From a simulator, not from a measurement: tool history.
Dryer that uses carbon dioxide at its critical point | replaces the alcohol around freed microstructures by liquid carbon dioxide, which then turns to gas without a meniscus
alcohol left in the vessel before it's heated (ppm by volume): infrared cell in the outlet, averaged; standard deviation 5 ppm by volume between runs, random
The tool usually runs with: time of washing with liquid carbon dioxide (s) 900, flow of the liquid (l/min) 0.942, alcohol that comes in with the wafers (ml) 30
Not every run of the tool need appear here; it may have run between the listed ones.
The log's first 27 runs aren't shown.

run     day  time of washing with liquid carbon dioxide (s)  flow of the liquid (l/min)  alcohol that comes in with the wafers (ml)  alcohol left in the vessel before it's heated (ppm by volume)
 28  40.812                                            1020                       0.942                                          30                                                            166
 29  42.517                                            1020                       0.942                                          30                                                            158
 30  44.075                                            1020                       0.942                                          30                                                            164
     45.279  -- purifier's bed changed
 31  45.592                                            1200                       0.994                                          30                                                              2
 32  47.629                                            1320                       0.877                                          30                                                             11
 33  49.183                                            1320                       0.877                                          30                                                             22
 34  50.617                                            1320                       0.877                                          30                                                              9
 35  52.600                                             840                       0.877                                          23                                                             75
 36  53.596                                             840                       0.877                                          23                                                             72
 37  54.529                                             900                       0.586                                          33                                                            353
 38  56.221                                             600                       0.915                                          75                                                            822
     56.704  -- inlet filter changed
 39  58.233                                             900                       1.581                                          39                                                             25
 40  60.133                                            1020                       0.942                                          56                                                             36
 41  61.950                                             660                       1.410                                          30                                                             41
 42  63.742                                            1200                       0.942                                          68                                                             35
 43  64.921                                             900                       1.497                                          30                                                             29
 44  67.017                                             840                       0.659                                         109                                                            793
 45  68.292                                             840                       0.659                                         109                                                            857
 46  69.758                                             840                       0.659                                         109                                                            915

3 options for the next run, each taken on its own from the tool as it stands now. Forecast them:
  A  71.546                                             840                       0.659                                          23                                                              ?
  B  71.546                                             840                       1.421                                         109                                                              ?
  C  71.546                                             660                       0.854                                          31                                                              ?

run  alcohol left in the vessel before it's heated (ppm by volume)
  A                                                            231
  B                                                             49
  C                                                            304
The same runs, with their run-to-run variation unchanged, on a tool lacking any hidden condition would have given:
run  alcohol left in the vessel before it's heated (ppm by volume)
  A                                                            105
  B                                                              4
  C                                                            141
